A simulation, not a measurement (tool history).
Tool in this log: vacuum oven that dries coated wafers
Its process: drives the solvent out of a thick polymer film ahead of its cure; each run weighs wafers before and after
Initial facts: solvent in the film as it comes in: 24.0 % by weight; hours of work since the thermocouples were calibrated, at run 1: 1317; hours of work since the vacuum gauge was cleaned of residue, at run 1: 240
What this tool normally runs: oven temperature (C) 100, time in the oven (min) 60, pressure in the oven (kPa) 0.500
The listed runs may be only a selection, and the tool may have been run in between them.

| run | hour | oven temperature (C) | time in the oven (min) | pressure in the oven (kPa) | hours of work since the thermocouples were calibrated | hours of work since the vacuum gauge was cleaned of residue | solvent left in the film (%) |
|---|---|---|---|---|---|---|---|
| 1 | 0.0 | 100 | 60 | 0.500 | 1317 | 240 | 3.52 |
| 2 | 8.7 | 90 | 60 | 0.500 | 1321 | 244 | 6.60 |
| 3 | 18.7 | 90 | 60 | 0.500 | 1326 | 248 | 6.53 |
| 4 | 32.3 | 114 | 60 | 0.500 | 1332 | 255 | 0.95 |
| 5 | 40.7 | 94 | 60 | 0.500 | 1336 | 258 | 5.27 |
| 6 | 49.6 | 94 | 60 | 0.500 | 1340 | 262 | 5.32 |
| 7 | 59.6 | 100 | 60 | 0.500 | 1344 | 267 | 3.51 |
|  | 61.8 | vacuum gauge cleaned of residue and calibrated |
| 8 | 73.2 | 99 | 58 | 0.926 | 1350 | 5 | 4.19 |
| 9 | 86.8 | 112 | 53 | 0.685 | 1356 | 11 | 1.64 |
| 10 | 97.3 | 101 | 46 | 0.500 | 1361 | 16 | 4.91 |
| 11 | 107.9 | 101 | 46 | 0.500 | 1366 | 21 | 4.87 |
| 12 | 115.6 | 101 | 46 | 0.500 | 1369 | 25 | 4.90 |
| 13 | 121.9 | 100 | 60 | 0.280 | 1372 | 27 | 3.47 |
| 14 | 133.9 | 100 | 60 | 0.280 | 1378 | 33 | 3.40 |

Consider 4 possible next runs. They are alternatives, not a sequence: every one starts from the tool as it was left by run 14. What does each give?
|  | 145.2 | vacuum gauge cleaned of residue and calibrated, once more |
| A | 147.4 | 112 | 57 | 0.491 | 1383 | 1 | ? |
|  | 145.2 | vacuum gauge cleaned of residue and calibrated, once more |
| B | 147.4 | 112 | 39 | 0.280 | 1383 | 1 | ? |
|  | 145.2 | vacuum gauge cleaned of residue and calibrated, once more |
| C | 147.4 | 100 | 31 | 0.500 | 1383 | 1 | ? |
|  | 145.2 | vacuum gauge cleaned of residue and calibrated, once more |
| D | 147.4 | 100 | 48 | 1.401 | 1383 | 1 | ? |

| run | solvent left in the film (%) |
|---|---|
| A | 1.33 |
| B | 2.91 |
| C | 7.96 |
| D | 5.25 |
Stripped of hidden state, with their random variation kept, the same runs would have yielded:
| run | solvent left in the film (%) |
|---|---|
| A | 1.45 |
| B | 3.11 |
| C | 8.24 |
| D | 5.53 |

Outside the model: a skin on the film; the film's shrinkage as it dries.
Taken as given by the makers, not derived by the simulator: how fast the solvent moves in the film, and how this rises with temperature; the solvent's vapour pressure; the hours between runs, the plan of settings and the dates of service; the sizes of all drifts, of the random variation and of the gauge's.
